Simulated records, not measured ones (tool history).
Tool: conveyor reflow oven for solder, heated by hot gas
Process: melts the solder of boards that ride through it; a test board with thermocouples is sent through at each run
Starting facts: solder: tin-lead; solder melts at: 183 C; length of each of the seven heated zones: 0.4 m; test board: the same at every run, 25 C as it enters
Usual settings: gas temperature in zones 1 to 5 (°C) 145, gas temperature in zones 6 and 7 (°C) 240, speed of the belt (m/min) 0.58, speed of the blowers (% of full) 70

run  hour  gas temperature in zones 1 to 5 (°C)  gas temperature in zones 6 and 7 (°C)  speed of the belt (m/min)  speed of the blowers (% of full)  highest temperature of the board (°C)  time above the solder's melting point (s)
  1     0                                   145                                    240                       0.58                                70                                 225.08                                       70.4
  2   6.6                                   145                                    240                       0.58                                70                                    225                                       70.5
  3  13.2                                   145                                    240                      0.502                                70                                 228.96                                       84.8
  4  21.9                                   145                                    240                      0.502                                70                                 229.07                                       84.6
  5  29.7                                   145                                    240                      0.502                                70                                 228.87                                       84.9
  6  37.9                                   152                                    246                      0.633                                61                                 226.35                                       67.6
  7  43.6                                   152                                    239                       0.58                                81                                 227.03                                       74.9
  8    48                                   152                                    239                      0.541                                81                                 228.68                                       81.5
  9  54.7                                   156                                    240                       0.58                                78                                 228.04                                       77.1
 10  63.8                                   145                                    234                       0.58                                60                                 217.63                                       64.6

Predict each of these 5 candidate next runs independently; none follows another, all start after run 10:
  A  73.6                                   156                                    255                       0.58                                79                                      ?                                          ?
  B  73.6                                   145                                    231                      0.691                                70                                      ?                                          ?
  C  73.6                                   145                                    243                       0.58                                60                                      ?                                          ?
  D  73.6                                   137                                    246                       0.58                                60                                      ?                                          ?
  E  73.6                                   145                                    244                      0.463                                71                                      ?                                          ?

run  highest temperature of the board (°C)  time above the solder's melting point (s)
  A                                 241.53                                       83.7
  B                                 211.78                                       49.4
  C                                 225.25                                       70.6
  D                                 226.31                                       68.2
  E                                 234.76                                       95.6
With no hidden state in the tool, these same runs would have given:
run  highest temperature of the board (°C)  time above the solder's melting point (s)
  A                                 242.22                                       83.7
  B                                 212.57                                       50.2
  C                                 225.91                                       71.1
  D                                 227.05                                       68.7
  E                                 235.23                                       95.8
